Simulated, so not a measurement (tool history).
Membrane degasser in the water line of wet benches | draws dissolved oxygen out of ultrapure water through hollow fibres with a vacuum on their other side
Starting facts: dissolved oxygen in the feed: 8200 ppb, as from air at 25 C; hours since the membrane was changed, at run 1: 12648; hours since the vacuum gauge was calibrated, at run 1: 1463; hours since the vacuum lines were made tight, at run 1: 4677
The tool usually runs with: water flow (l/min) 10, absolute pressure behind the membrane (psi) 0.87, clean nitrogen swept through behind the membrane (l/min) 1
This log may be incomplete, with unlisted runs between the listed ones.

| run | day | water flow (l/min) | absolute pressure behind the membrane (psi) | clean nitrogen swept through behind the membrane (l/min) | hours since the membrane was changed | hours since the vacuum gauge was calibrated | hours since the vacuum lines were made tight | dissolved oxygen in the water behind the degasser (ppb) | pressure that the water loses in the fibres (psi) |
|---|---|---|---|---|---|---|---|---|---|
| 1 | 0 | 10 | 0.87 | 1 | 12648 | 1463 | 4677 | 72.7 | 6.264 |
| 2 | 14.671 | 10 | 0.87 | 1 | 13000 | 1815 | 5029 | 74 | 6.213 |
| 3 | 22.933 | 9 | 0.87 | 1 | 13199 | 2014 | 5227 | 66.4 | 5.684 |
| 4 | 29.221 | 9 | 0.87 | 1 | 13349 | 2164 | 5378 | 65.9 | 5.613 |
| 5 | 44.1 | 14 | 0.87 | 1 | 13707 | 2522 | 5735 | 103.5 | 8.841 |
|  | 45.108 | vacuum gauge calibrated |
| 6 | 51.754 | 10 | 0.87 | 0.45 | 13890 | 160 | 5918 | 145.3 | 6.298 |
| 7 | 60.354 | 10 | 1.153 | 1 | 14096 | 366 | 6125 | 122 | 6.247 |
| 8 | 67.85 | 10 | 1.153 | 1 | 14276 | 546 | 6304 | 123 | 6.293 |
| 9 | 80.288 | 10 | 1.153 | 1 | 14575 | 844 | 6603 | 123.5 | 6.328 |
| 10 | 89.112 | 10 | 1.658 | 0.7 | 14786 | 1056 | 6815 | 278.8 | 6.361 |
| 11 | 101.508 | 10 | 2.16 | 0.82 | 15084 | 1354 | 7112 | 348.1 | 6.302 |
| 12 | 107.967 | 9 | 0.698 | 2.44 | 15239 | 1509 | 7267 | 20.1 | 5.69 |
| 13 | 122.483 | 14 | 2.107 | 0.6 | 15587 | 1857 | 7616 | 567.1 | 8.847 |
|  | 130.721 | vacuum gauge calibrated, once more |
| 14 | 137.267 | 14 | 2.107 | 0.6 | 15941 | 157 | 7970 | 587.9 | 8.91 |

Predict each of these 3 candidate next runs independently; none follows another, all start after run 14:
| A | 147.45 | 12 | 0.87 | 1 | 16186 | 402 | 8214 | ? | ? |
| B | 147.45 | 14 | 1.668 | 0.6 | 16186 | 402 | 8214 | ? | ? |
| C | 147.45 | 8 | 0.69 | 1 | 16186 | 402 | 8214 | ? | ? |

| run | dissolved oxygen in the water behind the degasser (ppb) | pressure that the water loses in the fibres (psi) |
|---|---|---|
| A | 91.2 | 7.635 |
| B | 431.6 | 8.913 |
| C | 35.8 | 5.071 |
Had the tool no hidden state, the same runs would have come out as:
| run | dissolved oxygen in the water behind the degasser (ppb) | pressure that the water loses in the fibres (psi) |
|---|---|---|
| A | 84.2 | 7.194 |
| B | 417.9 | 8.395 |
| C | 32.1 | 4.776 |

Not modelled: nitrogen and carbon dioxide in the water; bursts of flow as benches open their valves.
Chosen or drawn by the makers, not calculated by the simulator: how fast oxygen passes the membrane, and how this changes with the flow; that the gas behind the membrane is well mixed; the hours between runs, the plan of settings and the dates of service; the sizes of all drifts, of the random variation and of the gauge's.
